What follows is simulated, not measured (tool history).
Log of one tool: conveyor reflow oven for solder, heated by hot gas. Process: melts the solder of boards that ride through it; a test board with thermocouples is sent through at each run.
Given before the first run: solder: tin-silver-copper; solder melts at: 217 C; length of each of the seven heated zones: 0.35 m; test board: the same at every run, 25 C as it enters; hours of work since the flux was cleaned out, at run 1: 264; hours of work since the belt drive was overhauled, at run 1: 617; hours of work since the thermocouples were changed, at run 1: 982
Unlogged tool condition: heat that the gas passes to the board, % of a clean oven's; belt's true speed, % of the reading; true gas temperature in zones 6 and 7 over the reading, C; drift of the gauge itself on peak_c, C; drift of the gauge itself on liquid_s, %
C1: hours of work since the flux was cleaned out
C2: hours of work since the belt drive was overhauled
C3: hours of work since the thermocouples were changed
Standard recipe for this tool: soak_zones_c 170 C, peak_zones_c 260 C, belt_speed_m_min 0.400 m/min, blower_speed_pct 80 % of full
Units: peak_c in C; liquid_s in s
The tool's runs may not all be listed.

Run 1, hour 0.0: usual settings; C1 264; C2 617; C3 982. Result: peak_c 249.0 C, liquid_s 78.9 s.
Run 2, hour 28.3: usual settings; C1 280; C2 633; C3 998. Result: peak_c 249.2 C, liquid_s 78.7 s.
Run 3, hour 64.8: usual settings; C1 301; C2 654; C3 1019. Result: peak_c 248.5 C, liquid_s 78.1 s.
Run 4, hour 89.2: usual settings; C1 315; C2 668; C3 1033. Result: peak_c 248.7 C, liquid_s 78.8 s.
Run 5, hour 127.7: usual settings; C1 337; C2 690; C3 1056. Result: peak_c 248.7 C, liquid_s 78.0 s.
At hour 135.0: belt drive overhauled, speed set with a stopwatch.
Run 6, hour 171.1: usual settings but peak_zones_c 272 C; C1 360; C2 21; C3 1078. Result: peak_c 259.9 C, liquid_s 86.9 s.
At hour 191.1: thermocouples of zones 6 and 7 changed.
Run 7, hour 230.4: usual settings but peak_zones_c 252 C; C1 393; C2 54; C3 23. Result: peak_c 244.1 C, liquid_s 73.0 s.
At hour 239.9: belt drive overhauled, speed set with a stopwatch, once more.
Run 8, hour 259.9: usual settings but peak_zones_c 252 C; C1 408; C2 12; C3 37. Result: peak_c 243.4 C, liquid_s 70.8 s.
At hour 300.9: flux residue cleaned out of gas plates and filters.
Run 9, hour 314.6: usual settings but peak_zones_c 252 C; C1 8; C2 40; C3 66. Result: peak_c 244.9 C, liquid_s 73.4 s.
Run 10, hour 370.4: usual settings but peak_zones_c 252 C; C1 40; C2 73; C3 98. Result: peak_c 244.3 C, liquid_s 73.4 s.
Run 11, hour 409.6: usual settings but soak_zones_c 173 C, peak_zones_c 252 C, belt_speed_m_min 0.428 m/min; C1 63; C2 95; C3 121. Result: peak_c 243.4 C, liquid_s 67.3 s.
Run 12, hour 443.5: usual settings but belt_speed_m_min 0.432 m/min, blower_speed_pct 60 % of full; C1 82; C2 115; C3 141. Result: peak_c 245.5 C, liquid_s 65.4 s.
Run 13, hour 476.0: usual settings but belt_speed_m_min 0.432 m/min, blower_speed_pct 60 % of full; C1 101; C2 133; C3 159. Result: peak_c 245.0 C, liquid_s 65.4 s.
Run 14, hour 532.4: usual settings but peak_zones_c 270 C, belt_speed_m_min 0.407 m/min, blower_speed_pct 76 % of full; C1 134; C2 166; C3 192. Result: peak_c 259.5 C, liquid_s 84.0 s.
Run 15, hour 591.1: usual settings but peak_zones_c 252 C, belt_speed_m_min 0.407 m/min, blower_speed_pct 87 % of full; C1 168; C2 200; C3 226. Result: peak_c 244.0 C, liquid_s 72.0 s.
Run 16, hour 626.7: usual settings but peak_zones_c 252 C, belt_speed_m_min 0.407 m/min, blower_speed_pct 87 % of full; C1 188; C2 221; C3 246. Result: peak_c 244.6 C, liquid_s 72.2 s.
Run 17, hour 656.3: usual settings but soak_zones_c 156 C, peak_zones_c 262 C, blower_speed_pct 76 % of full; C1 205; C2 238; C3 263. Result: peak_c 250.9 C, liquid_s 72.5 s.
Run 18, hour 680.4: usual settings but soak_zones_c 156 C, peak_zones_c 262 C, blower_speed_pct 76 % of full; C1 219; C2 252; C3 277. Result: peak_c 250.8 C, liquid_s 72.6 s.

Here are 3 independent what-if runs from the current tool condition. What would each one return?
Run A, hour 732.0: usual settings but blower_speed_pct 89 % of full; C1 249; C2 281; C3 307. Result: peak_c ?, liquid_s ?.
Run B, hour 732.0: usual settings but soak_zones_c 156 C, peak_zones_c 262 C, blower_speed_pct 79 % of full; C1 249; C2 281; C3 307. Result: peak_c ?, liquid_s ?.
Run C, hour 732.0: usual settings but soak_zones_c 169 C, peak_zones_c 256 C, belt_speed_m_min 0.421 m/min, blower_speed_pct 76 % of full; C1 249; C2 281; C3 307. Result: peak_c ?, liquid_s ?.

run  peak_c  liquid_s
  A   252.0      81.2
  B   251.0      73.1
  C   245.1      68.6
Without the tool's unlogged condition, the same runs would have read:
run  peak_c  liquid_s
  A   253.0      82.1
  B   252.2      74.3
  C   246.2      69.9
